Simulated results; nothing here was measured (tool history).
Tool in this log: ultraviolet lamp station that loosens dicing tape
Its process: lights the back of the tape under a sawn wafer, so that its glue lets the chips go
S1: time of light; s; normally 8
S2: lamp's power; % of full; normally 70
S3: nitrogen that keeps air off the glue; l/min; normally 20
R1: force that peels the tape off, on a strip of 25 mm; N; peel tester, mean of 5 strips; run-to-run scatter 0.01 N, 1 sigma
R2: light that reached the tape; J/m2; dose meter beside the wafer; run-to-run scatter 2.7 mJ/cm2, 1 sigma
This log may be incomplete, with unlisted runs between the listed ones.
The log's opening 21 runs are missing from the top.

| run | day | S1 | S2 | S3 | R1 | R2 |
|---|---|---|---|---|---|---|
| 22 | 9.171 | 8 | 68 | 34 | 0.485 | 2950 |
| 23 | 9.454 | 8 | 68 | 34 | 0.488 | 2940 |
| 24 | 9.862 | 8 | 95 | 20 | 0.395 | 4110 |
| 25 | 10.375 | 4 | 95 | 12 | 1.444 | 2060 |
| 26 | 10.792 | 5 | 69 | 11 | 1.682 | 1810 |
| 27 | 11.3 | 5 | 69 | 11 | 1.626 | 1810 |
| 28 | 11.812 | 9 | 83 | 11 | 0.587 | 3920 |
| 29 | 12.133 | 12 | 83 | 11 | 0.364 | 5230 |
| 30 | 12.642 | 12 | 83 | 11 | 0.378 | 5090 |
| 31 | 13.25 | 12 | 83 | 11 | 0.377 | 5130 |
| 32 | 13.612 | 6 | 70 | 10 | 1.371 | 2160 |
| 33 | 13.954 | 6 | 69 | 26 | 0.932 | 2120 |
| 34 | 14.458 | 6 | 69 | 26 | 0.949 | 2070 |
| 35 | 14.733 | 8 | 76 | 8 | 1.026 | 3030 |
| 36 | 15.008 | 11 | 70 | 18 | 0.441 | 3810 |
| 37 | 15.354 | 10 | 88 | 15 | 0.409 | 4410 |
| 38 | 15.962 | 12 | 99 | 8 | 0.386 | 5860 |
| 39 | 16.354 | 15 | 81 | 25 | 0.265 | 6080 |
| 40 | 16.7 | 15 | 81 | 25 | 0.256 | 5980 |
| 41 | 17.017 | 15 | 81 | 25 | 0.238 | 5950 |
| 42 | 17.362 | 8 | 70 | 8 | 1.187 | 2730 |
| 43 | 17.908 | 12 | 79 | 16 | 0.369 | 4540 |

Predict each of these 5 candidate next runs independently; none follows another, all start after run 43:
| A | 18.379 | 4 | 79 | 11 | ? | ? |
| B | 18.379 | 4 | 97 | 28 | ? | ? |
| C | 18.379 | 8 | 70 | 12 | ? | ? |
| D | 18.379 | 7 | 73 | 17 | ? | ? |
| E | 18.379 | 5 | 76 | 26 | ? | ? |

| run | R1 | R2 |
|---|---|---|
| A | 1.971 | 1520 |
| B | 1.057 | 1900 |
| C | 0.982 | 2700 |
| D | 0.901 | 2460 |
| E | 1.13 | 1820 |
Without the tool's unlogged condition, the same runs would have read:
| run | R1 | R2 |
|---|---|---|
| A | 1.417 | 2100 |
| B | 0.657 | 2610 |
| C | 0.599 | 3710 |
| D | 0.551 | 3390 |
| E | 0.708 | 2500 |

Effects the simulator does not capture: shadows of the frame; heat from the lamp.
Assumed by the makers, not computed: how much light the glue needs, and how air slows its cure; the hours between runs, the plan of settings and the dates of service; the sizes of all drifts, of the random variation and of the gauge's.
